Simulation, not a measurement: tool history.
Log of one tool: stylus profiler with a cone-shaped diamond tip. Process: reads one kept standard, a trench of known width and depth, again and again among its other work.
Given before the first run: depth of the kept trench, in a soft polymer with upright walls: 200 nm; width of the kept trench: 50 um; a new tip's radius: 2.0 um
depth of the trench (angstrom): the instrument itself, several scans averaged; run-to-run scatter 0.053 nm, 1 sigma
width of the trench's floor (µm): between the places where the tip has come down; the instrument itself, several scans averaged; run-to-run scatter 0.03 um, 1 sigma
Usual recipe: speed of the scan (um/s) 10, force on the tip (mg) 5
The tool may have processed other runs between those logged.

run     day  speed of the scan (um/s)  force on the tip (mg)  depth of the trench (angstrom)  width of the trench's floor (µm)
  1       0                        10                      5                          2055.4                             48.22
  2   0.429                        10                      5                          2054.6                             48.21
  3    1.05                        10                      5                          2055.3                             48.19
  4   1.433                        10                      5                          2053.8                             48.24
  5   1.862                         3                      5                          2055.5                             48.27
  6   2.242                         3                      5                          2054.1                             48.24
  7   2.879                         3                   4.79                          2053.5                             48.23
  8   3.279                        10                      5                          2055.2                             48.26
  9   3.546                        10                      5                          2054.2                              48.2
 10   3.858                        10                      5                          2055.2                             48.19
 11   4.275                        10                   2.53                          2034.8                             48.21
 12   4.908                        10                   2.18                          2031.8                              48.2
 13     5.2                        10                   2.18                          2031.7                             48.23
 14   5.758                         8                      5                          2054.7                             48.31
 15   6.142                         8                      5                          2054.5                             48.15
 16   6.583                         8                      5                          2054.4                              48.2
 17   7.038                         3                   2.51                          2033.9                             48.26
 18   7.542                        18                   7.43                          2071.7                              48.2
 19   7.867                         3                   5.11                          2056.2                             48.24
 20   8.496                        16                   3.58                          2043.9                             48.19
 21   8.812                        16                   3.58                          2044.2                             48.17
 22   9.221                        14                   8.41                          2077.2                             48.18
 23   9.796                        14                   8.41                          2077.5                             48.23
 24  10.408                        14                   8.41                          2077.9                             48.23

5 ways to go on from here, each from the tool as it stands after run 24. What would each give?
  A  11.021                         5                    9.3                               ?                                 ?
  B  11.021                         4                  11.52                               ?                                 ?
  C  11.021                         2                   6.41                               ?                                 ?
  D  11.021                        31                   7.83                               ?                                 ?
  E  11.021                         6                   8.29                               ?                                 ?

run  depth of the trench (angstrom)  width of the trench's floor (µm)
  A                          2082.9                              48.2
  B                          2096.2                             48.23
  C                            2065                             48.28
  D                          2074.3                             48.12
  E                          2076.3                             48.19
Stripped of hidden state, with their random variation kept, the same runs would have yielded:
run  depth of the trench (angstrom)  width of the trench's floor (µm)
  A                          2082.8                              48.2
  B                          2096.1                             48.24
  C                          2064.9                             48.28
  D                          2074.3                             48.12
  E                          2076.3                              48.2
